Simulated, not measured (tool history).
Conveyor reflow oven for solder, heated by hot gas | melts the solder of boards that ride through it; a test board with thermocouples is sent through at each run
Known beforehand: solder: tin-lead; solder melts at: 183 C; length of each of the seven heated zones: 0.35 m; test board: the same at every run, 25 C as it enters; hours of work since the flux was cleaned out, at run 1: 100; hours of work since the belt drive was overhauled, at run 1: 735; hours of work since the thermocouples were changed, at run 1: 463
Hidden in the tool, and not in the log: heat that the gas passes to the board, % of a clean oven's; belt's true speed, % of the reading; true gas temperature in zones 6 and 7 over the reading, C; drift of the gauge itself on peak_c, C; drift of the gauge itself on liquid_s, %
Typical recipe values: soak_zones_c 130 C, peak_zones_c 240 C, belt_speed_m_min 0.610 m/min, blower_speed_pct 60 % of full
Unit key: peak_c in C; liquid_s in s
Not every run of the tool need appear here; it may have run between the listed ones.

run,hour,soak_zones_c,peak_zones_c,belt_speed_m_min,blower_speed_pct,hours of work since the flux was cleaned out,hours of work since the belt drive was overhauled,hours of work since the thermocouples were changed,peak_c,liquid_s
1,0.0,130,240,0.610,60,100,735,463,221.5,53.7
2,15.3,134,240,0.610,60,112,747,475,222.5,54.8
3,24.8,130,240,0.610,50,120,755,482,218.1,49.9
4,36.0,130,240,0.610,50,128,764,491,218.3,50.1
5,46.0,130,237,0.610,60,136,772,499,218.4,51.6
6,54.4,130,240,0.613,60,143,778,506,221.9,52.7
7,64.0,130,240,0.613,60,150,786,513,221.8,52.6
8,74.3,130,240,0.613,60,159,794,521,221.7,52.7
9,85.8,126,240,0.610,60,167,803,530,221.3,51.9
10,99.2,137,240,0.610,60,178,813,541,223.2,56.2
11,107.7,137,240,0.610,60,185,820,548,222.6,55.9
12,122.9,130,240,0.610,60,197,832,559,221.4,53.2
13,134.4,130,240,0.610,60,206,841,569,221.5,53.2
14,142.9,130,240,0.610,60,212,848,575,221.7,53.1
15,154.7,130,240,0.630,59,222,857,585,220.1,50.4
16,166.5,118,229,0.568,64,231,866,594,213.8,48.6
17,178.8,138,229,0.628,74,241,876,604,216.0,51.4
18,192.3,140,249,0.547,81,251,887,614,239.5,72.9
19,202.9,144,240,0.610,68,260,895,622,226.6,61.1
20,216.8,130,241,0.610,52,271,906,633,219.7,50.9
21,228.0,120,254,0.688,52,279,915,642,222.8,44.7
22,236.4,120,244,0.612,51,286,921,649,219.4,48.0
23,246.1,133,243,0.610,56,294,929,656,222.2,54.8
24,258.6,129,234,0.610,56,303,939,666,214.7,47.3
25,272.1,118,234,0.680,56,314,949,677,208.1,34.1

How would selected steps in peak_c from run to run divide? Give the signed amount a tool lacking its hidden state would still show from settings, what came in and random variation, and the signed amount left for the hidden state, including any gauge scatter that is not in both of the compared results.
Run 4 -> 5: peak_zones_c 240 -> 237, blower_speed_pct 50 -> 60. peak_c +0.1 C: hidden state -0.2, all else +0.3.
Run 17 -> 18: soak_zones_c 138 -> 140, peak_zones_c 229 -> 249, belt_speed_m_min 0.628 -> 0.547, blower_speed_pct 74 -> 81. peak_c +23.5 C: hidden state -0.1, all else +23.6.
Run 18 -> 19: soak_zones_c 140 -> 144, peak_zones_c 249 -> 240, belt_speed_m_min 0.547 -> 0.610, blower_speed_pct 81 -> 68. peak_c -12.9 C: hidden state +0.1, all else -13.0.
Run 19 -> 20: soak_zones_c 144 -> 130, peak_zones_c 240 -> 241, blower_speed_pct 68 -> 52. peak_c -6.9 C: hidden state +0.2, all else -7.1.

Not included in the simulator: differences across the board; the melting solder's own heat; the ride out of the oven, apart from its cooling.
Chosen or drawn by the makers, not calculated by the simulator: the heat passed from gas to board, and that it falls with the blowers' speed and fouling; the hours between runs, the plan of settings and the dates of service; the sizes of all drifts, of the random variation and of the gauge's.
